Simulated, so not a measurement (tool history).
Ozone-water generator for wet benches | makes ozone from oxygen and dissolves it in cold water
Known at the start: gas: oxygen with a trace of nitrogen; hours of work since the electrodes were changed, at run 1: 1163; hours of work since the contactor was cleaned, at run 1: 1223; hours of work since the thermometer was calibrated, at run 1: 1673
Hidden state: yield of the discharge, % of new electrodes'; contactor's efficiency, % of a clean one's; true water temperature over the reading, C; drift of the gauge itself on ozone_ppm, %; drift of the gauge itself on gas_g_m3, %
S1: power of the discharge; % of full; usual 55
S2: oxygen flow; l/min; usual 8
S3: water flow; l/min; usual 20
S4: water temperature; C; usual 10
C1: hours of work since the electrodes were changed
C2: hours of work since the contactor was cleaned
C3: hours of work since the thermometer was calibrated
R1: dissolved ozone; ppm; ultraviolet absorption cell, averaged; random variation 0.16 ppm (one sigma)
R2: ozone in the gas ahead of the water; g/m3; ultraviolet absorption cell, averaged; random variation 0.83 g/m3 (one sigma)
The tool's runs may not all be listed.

| run | hour | S1 | S2 | S3 | S4 | C1 | C2 | C3 | R1 | R2 |
|---|---|---|---|---|---|---|---|---|---|---|
| 1 | 0 | 55 | 8 | 20 | 10 | 1163 | 1223 | 1673 | 20.1 | 127.5 |
| 2 | 36.2 | 55 | 8 | 20 | 10 | 1194 | 1254 | 1704 | 20.1 | 128.5 |
| 3 | 90.3 | 55 | 8 | 19 | 10 | 1240 | 1300 | 1750 | 21 | 127.2 |
| 4 | 147.5 | 55 | 8 | 20 | 11 | 1289 | 1349 | 1799 | 19.9 | 128.7 |
| 5 | 187 | 46 | 8 | 20 | 10 | 1323 | 1383 | 1833 | 17.5 | 111.4 |
| 6 | 234.1 | 46 | 8 | 20 | 10 | 1363 | 1423 | 1873 | 17.4 | 111.8 |
| 7 | 272.7 | 64 | 8 | 20 | 10 | 1396 | 1456 | 1906 | 21.9 | 141.9 |
| 8 | 322.1 | 64 | 8 | 20 | 10 | 1438 | 1499 | 1949 | 22.1 | 140.9 |
| 9 | 354 | 55 | 8 | 20 | 10 | 1466 | 1526 | 1976 | 20 | 127.6 |
| 10 | 414.7 | 80 | 8 | 20 | 10 | 1518 | 1578 | 2028 | 25.6 | 165.9 |
| 11 | 460.6 | 55 | 8 | 20 | 10 | 1557 | 1617 | 2067 | 19.6 | 128.4 |
| 12 | 514.5 | 55 | 8 | 20 | 10 | 1603 | 1664 | 2113 | 19.9 | 125.6 |
| 13 | 566.3 | 55 | 8 | 20 | 10 | 1648 | 1708 | 2158 | 19.5 | 125.6 |
| 14 | 598.3 | 55 | 8 | 20 | 10 | 1675 | 1735 | 2185 | 19.7 | 126.5 |
| 15 | 657.1 | 55 | 8 | 20 | 10 | 1725 | 1786 | 2236 | 19.8 | 125.8 |
| 16 | 690.8 | 67 | 7.76 | 21 | 8 | 1754 | 1815 | 2264 | 22 | 145.5 |
| 17 | 720.6 | 42 | 8 | 31 | 10 | 1780 | 1840 | 2290 | 10.9 | 104.4 |
| 18 | 751.9 | 55 | 5.24 | 14 | 10 | 1807 | 1867 | 2317 | 24.8 | 151.3 |
| 19 | 815.6 | 55 | 5.24 | 14 | 10 | 1861 | 1921 | 2371 | 25.1 | 151.7 |
| 20 | 878.7 | 59 | 10.45 | 30 | 10 | 1915 | 1976 | 2425 | 14.5 | 118.1 |
| 21 | 929.1 | 69 | 4.12 | 15 | 10 | 1958 | 2019 | 2468 | 26.4 | 194.5 |
| 22 | 980.4 | 55 | 4.61 | 20 | 9 | 2002 | 2063 | 2512 | 17.9 | 154.9 |
| 23 | 1048.6 | 59 | 4.54 | 22 | 17 | 2061 | 2121 | 2571 | 15.5 | 168.3 |
| 24 | 1115 | 55 | 4.56 | 20 | 10 | 2118 | 2178 | 2628 | 17.9 | 158.7 |
| 25 | 1157.6 | 55 | 4.56 | 19 | 7 | 2154 | 2214 | 2664 | 19.2 | 159.5 |
| 26 | 1220.4 | 55 | 4.56 | 19 | 7 | 2208 | 2268 | 2718 | 19 | 156.5 |

Run 27 comes next. What will it give?
| 27 | 1259 | 55 | 4.56 | 13 | 7 | 2241 | 2301 | 2751 | ? | ? |

{"run 27": {"R1": 27, "R2": 157.2}}
Without the tool's hidden state the same run would have given R1 29.8 ppm, R2 167.7 g/m3.

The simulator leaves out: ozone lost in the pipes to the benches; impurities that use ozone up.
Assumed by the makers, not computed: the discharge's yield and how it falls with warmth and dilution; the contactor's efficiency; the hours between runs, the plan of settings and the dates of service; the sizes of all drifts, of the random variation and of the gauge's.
